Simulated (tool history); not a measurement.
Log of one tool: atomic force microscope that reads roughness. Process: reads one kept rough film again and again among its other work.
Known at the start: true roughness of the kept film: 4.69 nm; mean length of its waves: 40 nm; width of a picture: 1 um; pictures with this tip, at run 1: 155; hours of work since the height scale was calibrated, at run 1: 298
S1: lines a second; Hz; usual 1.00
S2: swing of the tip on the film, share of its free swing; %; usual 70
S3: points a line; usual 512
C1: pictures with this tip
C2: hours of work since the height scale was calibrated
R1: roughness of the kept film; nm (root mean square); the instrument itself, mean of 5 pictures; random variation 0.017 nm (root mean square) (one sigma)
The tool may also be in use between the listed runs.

| run | day | S1 | S2 | S3 | C1 | C2 | R1 |
|---|---|---|---|---|---|---|---|
| 1 | 0.000 | 1.00 | 70 | 512 | 155 | 298 | 4.064 |
| 2 | 0.862 | 1.00 | 70 | 512 | 191 | 309 | 4.070 |
| 3 | 2.229 | 1.00 | 70 | 512 | 246 | 326 | 4.067 |
| 4 | 3.583 | 1.00 | 70 | 571 | 302 | 342 | 4.076 |
|  | 3.900 | new tip fitted |
| 5 | 5.225 | 1.00 | 56 | 512 | 54 | 362 | 4.216 |
| 6 | 6.396 | 1.00 | 56 | 512 | 102 | 377 | 4.237 |
| 7 | 7.521 | 1.00 | 70 | 512 | 147 | 391 | 4.065 |
| 8 | 9.021 | 1.00 | 70 | 512 | 209 | 409 | 4.050 |
| 9 | 10.425 | 1.00 | 70 | 512 | 266 | 427 | 4.056 |
|  | 11.612 | new tip fitted |
| 10 | 12.058 | 2.32 | 70 | 512 | 18 | 446 | 3.776 |
| 11 | 12.971 | 2.32 | 70 | 512 | 55 | 458 | 3.807 |
| 12 | 13.871 | 2.32 | 70 | 512 | 92 | 469 | 3.790 |
| 13 | 15.342 | 2.32 | 70 | 512 | 152 | 487 | 3.791 |
| 14 | 16.833 | 2.32 | 57 | 512 | 213 | 505 | 4.076 |
| 15 | 18.108 | 1.04 | 70 | 512 | 265 | 521 | 4.067 |
| 16 | 19.096 | 1.04 | 70 | 512 | 305 | 533 | 4.062 |
|  | 19.404 | new tip fitted |
| 17 | 19.871 | 1.04 | 70 | 512 | 19 | 543 | 4.109 |
| 18 | 21.438 | 1.04 | 70 | 512 | 83 | 562 | 4.055 |
| 19 | 22.704 | 1.04 | 70 | 512 | 135 | 578 | 4.097 |
| 20 | 23.704 | 1.04 | 70 | 512 | 176 | 590 | 4.056 |
| 21 | 24.846 | 0.96 | 70 | 512 | 222 | 604 | 4.067 |
| 22 | 25.542 | 1.93 | 70 | 512 | 250 | 613 | 3.855 |
| 23 | 26.700 | 1.00 | 70 | 512 | 298 | 627 | 4.047 |
|  | 27.183 | new tip fitted |
| 24 | 27.750 | 1.00 | 70 | 512 | 23 | 640 | 4.072 |
| 25 | 29.350 | 1.00 | 70 | 512 | 88 | 660 | 4.072 |
| 26 | 30.829 | 0.97 | 78 | 697 | 148 | 678 | 3.990 |
| 27 | 32.412 | 1.00 | 83 | 860 | 213 | 697 | 3.855 |
| 28 | 33.154 | 0.86 | 83 | 860 | 243 | 707 | 3.934 |
|  | 34.896 | new tip fitted |
| 29 | 34.896 | 0.59 | 58 | 552 | 0 | 728 | 4.239 |
| 30 | 36.238 | 1.00 | 73 | 373 | 54 | 744 | 4.046 |
| 31 | 37.633 | 1.00 | 73 | 373 | 111 | 762 | 3.988 |
| 32 | 39.096 | 1.56 | 57 | 271 | 171 | 780 | 4.099 |
| 33 | 40.121 | 1.64 | 57 | 592 | 213 | 792 | 4.149 |
| 34 | 41.267 | 1.64 | 57 | 592 | 260 | 807 | 4.113 |
|  | 42.638 | new tip fitted |
| 35 | 42.896 | 1.64 | 57 | 592 | 10 | 826 | 4.128 |
| 36 | 44.133 | 1.73 | 78 | 944 | 61 | 842 | 3.737 |
| 37 | 45.004 | 1.00 | 72 | 512 | 96 | 852 | 4.040 |
| 38 | 46.704 | 1.00 | 72 | 512 | 166 | 873 | 4.078 |
| 39 | 47.704 | 1.54 | 80 | 466 | 207 | 886 | 3.729 |
| 40 | 49.150 | 1.54 | 67 | 835 | 266 | 904 | 4.017 |
| 41 | 49.900 | 1.54 | 67 | 835 | 296 | 913 | 4.032 |
|  | 50.362 | new tip fitted |
| 42 | 51.617 | 0.95 | 70 | 728 | 52 | 934 | 4.080 |
| 43 | 52.533 | 1.54 | 87 | 545 | 89 | 945 | 3.500 |
| 44 | 53.833 | 1.00 | 70 | 973 | 142 | 961 | 4.097 |
| 45 | 55.338 | 1.57 | 89 | 973 | 204 | 980 | 3.461 |
| 46 | 56.742 | 0.75 | 82 | 558 | 261 | 997 | 3.987 |
| 47 | 57.800 | 1.37 | 68 | 558 | 304 | 1010 | 4.046 |
|  | 58.096 | new tip fitted |
| 48 | 59.404 | 1.37 | 68 | 558 | 54 | 1030 | 4.021 |
| 49 | 61.067 | 1.37 | 67 | 298 | 121 | 1050 | 4.038 |
| 50 | 62.496 | 1.37 | 67 | 298 | 180 | 1068 | 3.992 |

4 ways to go on from here, each from the tool as it stands after run 50. What would each give?
| A | 63.383 | 1.37 | 88 | 298 | 216 | 1079 | ? |
| B | 63.383 | 1.37 | 79 | 298 | 216 | 1079 | ? |
| C | 63.383 | 1.33 | 63 | 409 | 216 | 1079 | ? |
| D | 63.383 | 1.00 | 70 | 664 | 216 | 1079 | ? |

| run | R1 |
|---|---|
| A | 3.588 |
| B | 3.815 |
| C | 4.116 |
| D | 4.068 |
Without the tool's hidden state the same runs would have given:
| run | R1 |
|---|---|
| A | 3.600 |
| B | 3.827 |
| C | 4.130 |
| D | 4.081 |

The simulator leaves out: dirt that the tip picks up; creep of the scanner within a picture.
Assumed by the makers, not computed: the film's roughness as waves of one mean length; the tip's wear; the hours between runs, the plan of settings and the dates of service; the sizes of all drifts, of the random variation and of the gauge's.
